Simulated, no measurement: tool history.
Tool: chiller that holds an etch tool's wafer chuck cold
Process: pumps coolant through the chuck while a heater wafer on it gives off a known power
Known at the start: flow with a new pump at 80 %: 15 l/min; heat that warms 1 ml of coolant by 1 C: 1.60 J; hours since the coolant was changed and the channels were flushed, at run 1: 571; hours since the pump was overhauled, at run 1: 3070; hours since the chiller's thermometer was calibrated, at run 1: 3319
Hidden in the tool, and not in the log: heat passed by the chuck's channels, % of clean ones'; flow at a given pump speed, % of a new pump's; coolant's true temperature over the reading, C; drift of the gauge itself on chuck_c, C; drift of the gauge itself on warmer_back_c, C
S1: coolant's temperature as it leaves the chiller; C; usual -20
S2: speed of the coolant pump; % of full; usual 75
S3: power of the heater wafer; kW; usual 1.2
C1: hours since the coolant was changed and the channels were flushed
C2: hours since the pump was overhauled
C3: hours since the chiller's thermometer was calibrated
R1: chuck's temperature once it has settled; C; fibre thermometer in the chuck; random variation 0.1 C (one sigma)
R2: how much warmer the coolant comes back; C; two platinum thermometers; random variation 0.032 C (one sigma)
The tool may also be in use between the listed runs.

| run | day | S1 | S2 | S3 | C1 | C2 | C3 | R1 | R2 |
|---|---|---|---|---|---|---|---|---|---|
| 1 | 0 | -20 | 75 | 1.2 | 571 | 3070 | 3319 | -8.7 | 3.22 |
| 2 | 3.717 | -20 | 75 | 1.2 | 660 | 3159 | 3408 | -8.7 | 3.25 |
| 3 | 5.658 | -20 | 75 | 1.2 | 707 | 3206 | 3455 | -8.7 | 3.23 |
| 4 | 9.238 | -20 | 88 | 1.2 | 793 | 3292 | 3541 | -10 | 2.7 |
|  | 9.892 | chiller's thermometer calibrated |
| 5 | 12.938 | -20 | 88 | 1.2 | 881 | 3379 | 73 | -9.8 | 2.75 |
| 6 | 15.971 | -20 | 88 | 0.933 | 953 | 3452 | 146 | -12.2 | 2.09 |
| 7 | 18.492 | -20 | 75 | 1.565 | 1014 | 3513 | 206 | -5.2 | 4.24 |
| 8 | 21.588 | -20 | 70 | 1.565 | 1088 | 3587 | 281 | -4.3 | 4.55 |
| 9 | 23.371 | -20 | 75 | 1.2 | 1131 | 3630 | 323 | -8.7 | 3.27 |
| 10 | 25.129 | -20 | 75 | 1.2 | 1173 | 3672 | 366 | -8.6 | 3.25 |
| 11 | 27.946 | -20 | 75 | 1.2 | 1241 | 3740 | 433 | -8.6 | 3.3 |
| 12 | 30.792 | -20 | 75 | 1.2 | 1309 | 3808 | 502 | -8.6 | 3.3 |
| 13 | 32.808 | -20 | 75 | 1.2 | 1358 | 3856 | 550 | -8.8 | 3.27 |
| 14 | 36.092 | -20 | 75 | 1.2 | 1436 | 3935 | 629 | -8.7 | 3.29 |
| 15 | 37.775 | -20 | 75 | 0.728 | 1477 | 3976 | 669 | -12.9 | 2.01 |
| 16 | 40.3 | -20 | 75 | 0.728 | 1537 | 4036 | 730 | -13.2 | 2 |
| 17 | 42.5 | -20 | 75 | 0.728 | 1590 | 4089 | 783 | -13.3 | 2.04 |
| 18 | 46.179 | -12 | 75 | 0.912 | 1678 | 4177 | 871 | -3.3 | 2.49 |
| 19 | 50.046 | -23 | 75 | 0.713 | 1771 | 4270 | 964 | -16.1 | 2.01 |
| 20 | 53.825 | -20 | 64 | 1.2 | 1862 | 4361 | 1054 | -7.3 | 3.97 |
| 21 | 56.242 | -20 | 64 | 1.2 | 1920 | 4419 | 1112 | -7.1 | 3.94 |
| 22 | 59.988 | -22 | 65 | 0.637 | 2010 | 4509 | 1202 | -15.2 | 2.12 |
| 23 | 63.783 | -13 | 75 | 1.454 | 2101 | 4600 | 1293 | 0.6 | 4.06 |
| 24 | 65.571 | -13 | 75 | 1.454 | 2144 | 4643 | 1336 | 0.7 | 4.01 |
| 25 | 69.392 | -13 | 75 | 1.454 | 2236 | 4734 | 1428 | 0.6 | 4.09 |
| 26 | 73.092 | -13 | 75 | 1.454 | 2324 | 4823 | 1517 | 0.6 | 3.99 |
| 27 | 76.1 | -11 | 93 | 0.924 | 2397 | 4895 | 1589 | -3.7 | 2.08 |
| 28 | 77.842 | -11 | 93 | 0.924 | 2438 | 4937 | 1631 | -3.7 | 2.12 |
| 29 | 80.958 | -21 | 68 | 0.924 | 2513 | 5012 | 1706 | -11.7 | 2.95 |
| 30 | 83.692 | -21 | 72 | 1.614 | 2579 | 5078 | 1771 | -5.2 | 4.69 |
| 31 | 86.342 | -12 | 80 | 0.938 | 2642 | 5141 | 1835 | -3.6 | 2.49 |
| 32 | 89.95 | -24 | 61 | 0.857 | 2729 | 5228 | 1921 | -14.5 | 3.06 |
| 33 | 93.588 | -24 | 61 | 0.857 | 2816 | 5315 | 2009 | -14.4 | 3.14 |

3 ways to go on from here, each from the tool as it stands after run 33. What would each give?
| A | 96.312 | -30 | 74 | 1.066 | 2882 | 5380 | 2074 | ? | ? |
| B | 96.312 | -20 | 75 | 0.72 | 2882 | 5380 | 2074 | ? | ? |
| C | 96.312 | -24 | 61 | 0.65 | 2882 | 5380 | 2074 | ? | ? |

| run | R1 | R2 |
|---|---|---|
| A | -19.8 | 3.08 |
| B | -13.3 | 2.12 |
| C | -16.8 | 2.39 |
Without the tool's hidden state the same runs would have given:
| run | R1 | R2 |
|---|---|---|
| A | -19.8 | 2.9 |
| B | -13.3 | 1.94 |
| C | -16.8 | 2.21 |
